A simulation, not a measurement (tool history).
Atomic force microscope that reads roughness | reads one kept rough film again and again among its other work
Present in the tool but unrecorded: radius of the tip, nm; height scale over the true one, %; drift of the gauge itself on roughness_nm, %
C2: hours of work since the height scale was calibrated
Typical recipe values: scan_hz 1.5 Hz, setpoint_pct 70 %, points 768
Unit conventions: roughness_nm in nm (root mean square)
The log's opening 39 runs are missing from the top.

At day 68.925: new tip fitted.
Run 40, day 68.925: usual settings but scan_hz 2.19 Hz, setpoint_pct 59 %, points 501; pictures with this tip 0; C2 1638. Result: roughness_nm 4.153 nm (root mean square).
Run 41, day 71: usual settings but scan_hz 2.3 Hz, setpoint_pct 88 %, points 501; pictures with this tip 89; C2 1676. Result: roughness_nm 2.976 nm (root mean square).
Run 42, day 72.796: usual settings but points 564; pictures with this tip 166; C2 1710. Result: roughness_nm 3.125 nm (root mean square).
At day 73.933: new tip fitted.
Run 43, day 74.912: usual settings but setpoint_pct 89 %, points 550; pictures with this tip 42; C2 1749. Result: roughness_nm 3.468 nm (root mean square).
Run 44, day 75.971: usual settings but scan_hz 2.56 Hz, setpoint_pct 87 %, points 817; pictures with this tip 87; C2 1768. Result: roughness_nm 2.97 nm (root mean square).
Run 45, day 77.279: usual settings but scan_hz 0.52 Hz, setpoint_pct 63 %, points 612; pictures with this tip 143; C2 1793. Result: roughness_nm 3.361 nm (root mean square).
Run 46, day 78.483: usual settings but scan_hz 1.83 Hz, setpoint_pct 87 %, points 412; pictures with this tip 195; C2 1815. Result: roughness_nm 2.656 nm (root mean square).
At day 79.046: new tip fitted.
Run 47, day 80.471: usual settings but scan_hz 3.29 Hz, setpoint_pct 80 %, points 412; pictures with this tip 61; C2 1852. Result: roughness_nm 3.162 nm (root mean square).
Run 48, day 82.529: usual settings but scan_hz 0.81 Hz, setpoint_pct 78 %, points 412; pictures with this tip 149; C2 1890. Result: roughness_nm 3.205 nm (root mean square).

3 ways to go on from here, each from the tool as it stands after run 48. What would each give?
At day 84.092: new tip fitted.
Run A, day 84.362: usual settings but scan_hz 1.95 Hz, setpoint_pct 62 %, points 578; pictures with this tip 12; C2 1923. Result: roughness_nm ?.
At day 84.092: new tip fitted.
Run B, day 84.362: usual settings but scan_hz 2.78 Hz; pictures with this tip 12; C2 1923. Result: roughness_nm ?.
At day 84.092: new tip fitted.
Run C, day 84.362: usual settings but scan_hz 0.76 Hz, points 412; pictures with this tip 12; C2 1923. Result: roughness_nm ?.

run  roughness_nm
  A         4.049
  B          3.87
  C         4.172
Without the tool's hidden state the same runs would have given:
run  roughness_nm
  A         4.123
  B         3.941
  C         4.249
